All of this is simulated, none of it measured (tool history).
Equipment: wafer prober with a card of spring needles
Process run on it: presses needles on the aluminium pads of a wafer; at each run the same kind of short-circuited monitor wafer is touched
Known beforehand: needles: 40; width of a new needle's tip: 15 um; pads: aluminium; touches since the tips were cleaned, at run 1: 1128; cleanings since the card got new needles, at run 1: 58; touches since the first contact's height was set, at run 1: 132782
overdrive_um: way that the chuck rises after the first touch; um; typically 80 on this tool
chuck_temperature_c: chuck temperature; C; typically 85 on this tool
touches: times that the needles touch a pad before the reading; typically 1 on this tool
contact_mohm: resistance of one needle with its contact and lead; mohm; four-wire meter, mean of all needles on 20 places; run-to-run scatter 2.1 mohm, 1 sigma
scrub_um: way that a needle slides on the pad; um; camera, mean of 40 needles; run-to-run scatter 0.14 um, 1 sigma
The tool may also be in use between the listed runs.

run,hour,overdrive_um,chuck_temperature_c,touches,touches since the tips were cleaned,cleanings since the card got new needles,touches since the first contact's height was set,contact_mohm,scrub_um
1,0,80,85,1,1128,58,132782,257,11.2
# hour 1.8: tips cleaned on abrasive film
# hour 5.3: tips cleaned on abrasive film
# hour 9.7: tips cleaned on abrasive film
# hour 14: tips cleaned on abrasive film
# hour 18.4: tips cleaned on abrasive film
# hour 22.7: tips cleaned on abrasive film
# hour 27.1: tips cleaned on abrasive film
2,29.4,80,85,1,1248,65,148554,267,10.95
# hour 31.2: tips cleaned on abrasive film
# hour 35.5: tips cleaned on abrasive film
# hour 39.9: tips cleaned on abrasive film
# hour 43.4: tips cleaned on abrasive film
# hour 47.7: tips cleaned on abrasive film
# hour 52.1: tips cleaned on abrasive film
# hour 54.8: height of the first contact set anew
3,54.8,80,85,1,1338,71,0,258,12.04
# hour 56.6: tips cleaned on abrasive film
# hour 61: tips cleaned on abrasive film
# hour 65.3: tips cleaned on abrasive film
# hour 69.7: tips cleaned on abrasive film
# hour 74.1: tips cleaned on abrasive film
# hour 78.4: tips cleaned on abrasive film
# hour 82.8: tips cleaned on abrasive film
# hour 87.1: tips cleaned on abrasive film
# hour 90.6: tips cleaned on abrasive film
# hour 95: tips cleaned on abrasive film
# hour 99.3: tips cleaned on abrasive film
# hour 102.8: tips cleaned on abrasive film
4,105.9,80,85,2,1702,83,27472,255,11.53
# hour 106.9: tips cleaned on abrasive film
# hour 110.4: tips cleaned on abrasive film
# hour 114.8: tips cleaned on abrasive film
# hour 118.3: tips cleaned on abrasive film
# hour 122.6: tips cleaned on abrasive film
# hour 127: tips cleaned on abrasive film
# hour 131.3: tips cleaned on abrasive film
5,132.8,80,85,2,806,90,41864,247,11.77
# hour 135.4: tips cleaned on abrasive film
# hour 139: tips cleaned on abrasive film
# hour 143.3: tips cleaned on abrasive film
# hour 147.7: tips cleaned on abrasive film
# hour 152: tips cleaned on abrasive film
# hour 156.4: tips cleaned on abrasive film
6,157.1,80,85,2,413,96,54927,244,11.66
# hour 160.6: tips cleaned on abrasive film
# hour 165: tips cleaned on abrasive film
# hour 169.3: tips cleaned on abrasive film
# hour 173.7: tips cleaned on abrasive film
# hour 178.1: tips cleaned on abrasive film
# hour 182.4: tips cleaned on abrasive film
7,185,80,85,2,1417,102,69931,255,11.62
# hour 186: tips cleaned on abrasive film
# hour 190.3: tips cleaned on abrasive film
# hour 193.8: tips cleaned on abrasive film
# hour 198.2: tips cleaned on abrasive film
# hour 201.7: tips cleaned on abrasive film
# hour 206: tips cleaned on abrasive film
# hour 210.4: tips cleaned on abrasive film
# hour 214.8: tips cleaned on abrasive film
# hour 219.1: tips cleaned on abrasive film
8,219.8,80,85,2,384,111,88595,239,11.66
# hour 223.3: tips cleaned on abrasive film
# hour 227.7: tips cleaned on abrasive film
# hour 232: tips cleaned on abrasive film
# hour 236.4: tips cleaned on abrasive film
# hour 239.9: tips cleaned on abrasive film
# hour 244.2: tips cleaned on abrasive film
# hour 248.6: tips cleaned on abrasive film
# hour 252.1: tips cleaned on abrasive film
# hour 256.5: tips cleaned on abrasive film
# hour 260.8: tips cleaned on abrasive film
# hour 265.2: tips cleaned on abrasive film
# hour 269.1: tips cleaned on abrasive film
9,269.1,80,85,1,0,123,115047,233,11.31
# hour 273.4: tips cleaned on abrasive film
# hour 276.9: tips cleaned on abrasive film
# hour 281.3: tips cleaned on abrasive film
# hour 285.6: tips cleaned on abrasive film
# hour 289.2: tips cleaned on abrasive film
# hour 293.5: tips cleaned on abrasive film
# hour 297.9: tips cleaned on abrasive film
10,298.3,99,85,3,248,130,130756,236,14.09
# hour 301.8: tips cleaned on abrasive film
# hour 306.2: tips cleaned on abrasive film
# hour 309.7: tips cleaned on abrasive film
# hour 314: tips cleaned on abrasive film
# hour 318.4: tips cleaned on abrasive film
# hour 322.8: tips cleaned on abrasive film
# hour 327.1: tips cleaned on abrasive film
# hour 331.5: tips cleaned on abrasive film
# hour 335.8: tips cleaned on abrasive film
11,338.3,80,45,1,1379,139,152283,268,10.81
# hour 340.1: tips cleaned on abrasive film
# hour 343.6: tips cleaned on abrasive film
# hour 348: tips cleaned on abrasive film
# hour 352.4: tips cleaned on abrasive film
# hour 356.7: tips cleaned on abrasive film
# hour 357: height of the first contact set anew
12,359.9,80,36,1,1572,144,1572,262,12.13
# hour 360.8: tips cleaned on abrasive film
# hour 365.2: tips cleaned on abrasive film
# hour 369.5: tips cleaned on abrasive film
# hour 373.9: tips cleaned on abrasive film
# hour 378.2: tips cleaned on abrasive film
# hour 382.6: tips cleaned on abrasive film
# hour 387: tips cleaned on abrasive film
# hour 391.3: tips cleaned on abrasive film
13,392.9,83,85,2,876,152,19315,247,12.31
# hour 395.6: tips cleaned on abrasive film
# hour 399.1: tips cleaned on abrasive film
# hour 411.1: card fitted with new needles
# hour 415.4: tips cleaned on abrasive film
# hour 418.9: tips cleaned on abrasive film
# hour 422.4: tips cleaned on abrasive film
# hour 426.8: tips cleaned on abrasive film
# hour 431.1: tips cleaned on abrasive film
# hour 434.7: tips cleaned on abrasive film
# hour 439: tips cleaned on abrasive film
# hour 443.4: tips cleaned on abrasive film
14,445.9,83,85,2,1369,8,18704,245,12.37
# hour 447.7: tips cleaned on abrasive film
# hour 452: tips cleaned on abrasive film
# hour 455.5: tips cleaned on abrasive film
# hour 459.9: tips cleaned on abrasive film
# hour 464.2: tips cleaned on abrasive film
# hour 468.6: tips cleaned on abrasive film
# hour 472.9: tips cleaned on abrasive film
15,473.1,96,35,2,63,15,33292,217,14.22
# hour 476.6: tips cleaned on abrasive film
# hour 480.9: tips cleaned on abrasive film
# hour 485.3: tips cleaned on abrasive film
# hour 488.8: tips cleaned on abrasive film
# hour 493.1: tips cleaned on abrasive film
# hour 497.5: tips cleaned on abrasive film
16,498.6,67,46,2,609,21,47019,237,9.63
# hour 501.3: tips cleaned on abrasive film
# hour 504.8: tips cleaned on abrasive film
# hour 509.1: tips cleaned on abrasive film
# hour 513.5: tips cleaned on abrasive film
# hour 517.8: tips cleaned on abrasive film
# hour 522.2: tips cleaned on abrasive film
# hour 525.7: tips cleaned on abrasive film
# hour 530.1: tips cleaned on abrasive film
# hour 534.4: tips cleaned on abrasive film
# hour 537.9: tips cleaned on abrasive film
# hour 542.3: tips cleaned on abrasive film
# hour 546.6: tips cleaned on abrasive film
17,549.7,73,56,3,1679,33,74466,241,10.7
# hour 550.6: tips cleaned on abrasive film
# hour 555: tips cleaned on abrasive film
# hour 558.5: tips cleaned on abrasive film
# hour 562.8: tips cleaned on abrasive film
# hour 567.2: tips cleaned on abrasive film
# hour 571.6: tips cleaned on abrasive film
# hour 575.1: tips cleaned on abrasive film
# hour 579.4: tips cleaned on abrasive film
# hour 583.8: tips cleaned on abrasive film
18,585.8,69,67,1,1086,42,93826,265,9.7

Here are 4 independent what-if runs from the current tool condition. What would each one return?
# hour 587.6: tips cleaned on abrasive film
# hour 591.9: tips cleaned on abrasive film
# hour 596.3: tips cleaned on abrasive film
# hour 600.6: tips cleaned on abrasive film
# hour 605: tips cleaned on abrasive film
# hour 609.3: tips cleaned on abrasive film
A,611.8,79,117,2,1338,48,107817,?,?
# hour 587.6: tips cleaned on abrasive film
# hour 591.9: tips cleaned on abrasive film
# hour 596.3: tips cleaned on abrasive film
# hour 600.6: tips cleaned on abrasive film
# hour 605: tips cleaned on abrasive film
# hour 609.3: tips cleaned on abrasive film
B,611.8,93,47,1,1338,48,107817,?,?
# hour 587.6: tips cleaned on abrasive film
# hour 591.9: tips cleaned on abrasive film
# hour 596.3: tips cleaned on abrasive film
# hour 600.6: tips cleaned on abrasive film
# hour 605: tips cleaned on abrasive film
# hour 609.3: tips cleaned on abrasive film
C,611.8,60,85,2,1338,48,107817,?,?
# hour 587.6: tips cleaned on abrasive film
# hour 591.9: tips cleaned on abrasive film
# hour 596.3: tips cleaned on abrasive film
# hour 600.6: tips cleaned on abrasive film
# hour 605: tips cleaned on abrasive film
# hour 609.3: tips cleaned on abrasive film
D,611.8,65,69,2,1338,48,107817,?,?

run,contact_mohm,scrub_um
A,257,11.4
B,244,13.48
C,267,8.26
D,257,9.19
Without the tool's hidden state the same runs would have given:
run,contact_mohm,scrub_um
A,238,12.05
B,219,14.12
C,236,8.91
D,229,9.83

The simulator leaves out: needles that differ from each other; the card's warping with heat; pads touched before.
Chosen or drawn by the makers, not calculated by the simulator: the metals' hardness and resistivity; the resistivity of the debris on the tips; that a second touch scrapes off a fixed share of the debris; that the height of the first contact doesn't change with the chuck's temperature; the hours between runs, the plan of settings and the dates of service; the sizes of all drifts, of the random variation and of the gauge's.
